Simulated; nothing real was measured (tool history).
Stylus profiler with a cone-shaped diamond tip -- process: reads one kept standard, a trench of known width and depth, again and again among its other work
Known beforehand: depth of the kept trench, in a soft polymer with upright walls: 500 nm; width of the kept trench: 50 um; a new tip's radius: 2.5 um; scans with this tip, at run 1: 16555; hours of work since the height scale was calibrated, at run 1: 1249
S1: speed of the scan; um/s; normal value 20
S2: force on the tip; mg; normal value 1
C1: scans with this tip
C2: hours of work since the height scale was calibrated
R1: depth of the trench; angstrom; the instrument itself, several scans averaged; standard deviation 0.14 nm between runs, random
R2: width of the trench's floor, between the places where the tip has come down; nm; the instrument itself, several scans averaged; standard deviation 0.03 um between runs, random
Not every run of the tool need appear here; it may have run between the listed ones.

run,hour,S1,S2,C1,C2,R1,R2
1,0,20,1,16555,1249,5014.5,46820
2,31.1,14,1,16805,1267,5017.1,46850
3,52.4,14,1,16976,1280,5017.2,46920
4,78.3,14,1,17184,1296,5016.1,46880
5,125.5,14,1,17563,1325,5015.2,46850
6,159.3,20,0.96,17835,1345,5014.2,46860
7,204.3,25,1,18197,1372,5018,46770
8,244.7,25,1,18521,1397,5014.1,46800
9,294.4,25,1,18921,1427,5013.3,46770
10,345,25,1,19327,1458,5016,46800
11,384,25,1,19641,1481,5013.2,46780
12,409.4,25,1,19845,1497,5017.6,46790
13,431.9,25,1,20026,1510,5015.1,46770
14,454.5,25,1,20207,1524,5015.9,46810
15,489.6,6,1,20489,1545,5013.1,46990
16,529.4,20,1,20810,1570,5016.9,46810
17,576.8,20,1.76,21190,1598,5022,46860
18,624.8,20,1.76,21576,1627,5021.6,46860
19,667.2,11,1.76,21917,1653,5022.3,46890
20,696.8,19,1,22155,1671,5014.3,46890
21,730.1,19,1,22422,1691,5015.7,46840
22,757.3,59,1,22641,1708,5016.8,46550
23,801.9,20,1.36,22999,1735,5020,46810
24,852.8,20,1.36,23408,1766,5019.5,46850
25,893.3,6,0.79,23734,1790,5012.3,46920
26,945.2,6,0.79,24151,1822,5012.6,46960
27,994,56,0.48,24543,1851,5010.8,46420
28,1040.2,35,2.68,24915,1879,5029.2,46860
29,1085.5,35,1.3,25279,1907,5016.7,46740
30,1118.4,13,0.51,25543,1927,5010.6,46870
31,1161.2,14,1.19,25887,1953,5020.1,46880
32,1188,7,1.48,26102,1969,5020,46940
# hour 1240.3: new tip fitted, height scale calibrated
33,1242.2,7,1.48,15,1,5019.4,46950
34,1291.1,7,1.48,408,31,5021.8,46960
35,1327.4,45,1.47,700,53,5019.2,46760
36,1369.4,9,1.85,1037,78,5021.7,46930
37,1406.1,19,2.77,1332,100,5029.2,46910
38,1432.2,20,0.77,1542,116,5014.9,46850
39,1474.2,20,0.77,1879,142,5015.6,46800
40,1504.4,5,0.35,2122,160,5006.3,46870
41,1555.7,12,1.6,2534,191,5020.4,46950
42,1597.7,7,1.86,2872,217,5020.6,46970
43,1638.6,72,1.37,3201,241,5018.8,46570
44,1661.7,72,1.37,3386,255,5020.2,46580
45,1689.9,62,0.36,3613,273,5005.6,46250
46,1735.1,26,1.48,3976,300,5020.4,46850

Consider 5 possible next runs. They are alternatives, not a sequence: every one starts from the tool as it was left by run 46. What does each give?
A,1769.2,6,2.8,4251,321,?,?
B,1769.2,10,1.66,4251,321,?,?
C,1769.2,30,1.48,4251,321,?,?
D,1769.2,21,1.43,4251,321,?,?
E,1769.2,49,0.64,4251,321,?,?

run,R1,R2
A,5031.5,46950
B,5020.4,46950
C,5018.6,46780
D,5018.5,46870
E,5009.5,46560
What these runs would have given with no unlogged condition in the tool:
run,R1,R2
A,5031.5,46960
B,5020.3,46950
C,5018.5,46790
D,5018.4,46880
E,5009.4,46570

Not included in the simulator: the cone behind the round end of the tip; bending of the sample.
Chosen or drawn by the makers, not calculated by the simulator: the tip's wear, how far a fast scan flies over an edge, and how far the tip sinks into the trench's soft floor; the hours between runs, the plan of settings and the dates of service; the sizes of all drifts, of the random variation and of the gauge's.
